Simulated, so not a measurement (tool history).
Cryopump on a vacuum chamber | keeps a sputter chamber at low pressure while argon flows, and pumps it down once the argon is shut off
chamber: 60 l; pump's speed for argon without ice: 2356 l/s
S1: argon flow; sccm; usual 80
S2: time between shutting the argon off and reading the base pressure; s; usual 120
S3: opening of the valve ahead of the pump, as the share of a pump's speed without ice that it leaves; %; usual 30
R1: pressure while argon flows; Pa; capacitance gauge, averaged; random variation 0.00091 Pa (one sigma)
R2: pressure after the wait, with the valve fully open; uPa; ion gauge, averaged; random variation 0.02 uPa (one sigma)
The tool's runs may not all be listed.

run   hour   S1   S2  S3      R1    R2
  1      0   80  120  30  0.2007  0.64
  2   28.5   80  120  30   0.201  0.59
  3   72.4   39  120  30  0.0978  0.67
  4   98.1   39   52  30  0.0985  0.89
  5  134.3   39   52  30  0.0995  0.88
  6  170.6   39   52  30   0.099  0.94
  7  199.3  111  120  30  0.2817  0.68
  8  242.7   57  120  30   0.145  0.74
  9  275.6   80  120  30  0.2032  0.79
     318.8  -- pump warmed up, emptied and cooled again
 10  321.5   80  120  49  0.1177  0.61
 11  359.7   80  120  49  0.1172  0.63
 12    399   80  120  30  0.1924  0.71
 13  426.9   80  120  30  0.1939  0.67
 14  467.8   80  120  30  0.1929  0.68
 15  509.9   56   50  15  0.2705     1
 16  539.9   56   50  15  0.2696  0.97
 17    582   33   48  31  0.0767  1.04
 18  620.1   33   48  31   0.077  1.03
 19  649.1   48  113  32  0.1102  0.79
 20  683.3   48   37  40  0.0879  1.18
 21  726.2   48   37  25  0.1417  1.18
 22  761.9   63   41  22  0.2112   1.2
 23  797.6   63   41  22   0.209  1.15
 24  832.3   63   41  22  0.2098  1.24
 25  855.6  139  120  30  0.3419  0.85
 26  889.5  139  120  30  0.3439   0.9
 27  914.3   55  120  30  0.1354   0.9

4 ways to go on from here, each from the tool as it stands after run 27. What would each give?
  A   957  36   21  37   ?   ?
  B   957  47   52  56   ?   ?
  C   957  97  120  30   ?   ?
  D   957  80   63  30   ?   ?

run      R1    R2
  A  0.0736  1.69
  B  0.0641  1.17
  C  0.2413  0.91
  D  0.1982  1.09
Without the tool's hidden state the same runs would have given:
run      R1    R2
  A  0.0702  1.06
  B  0.0598  0.52
  C  0.2324  0.28
  D  0.1908  0.45
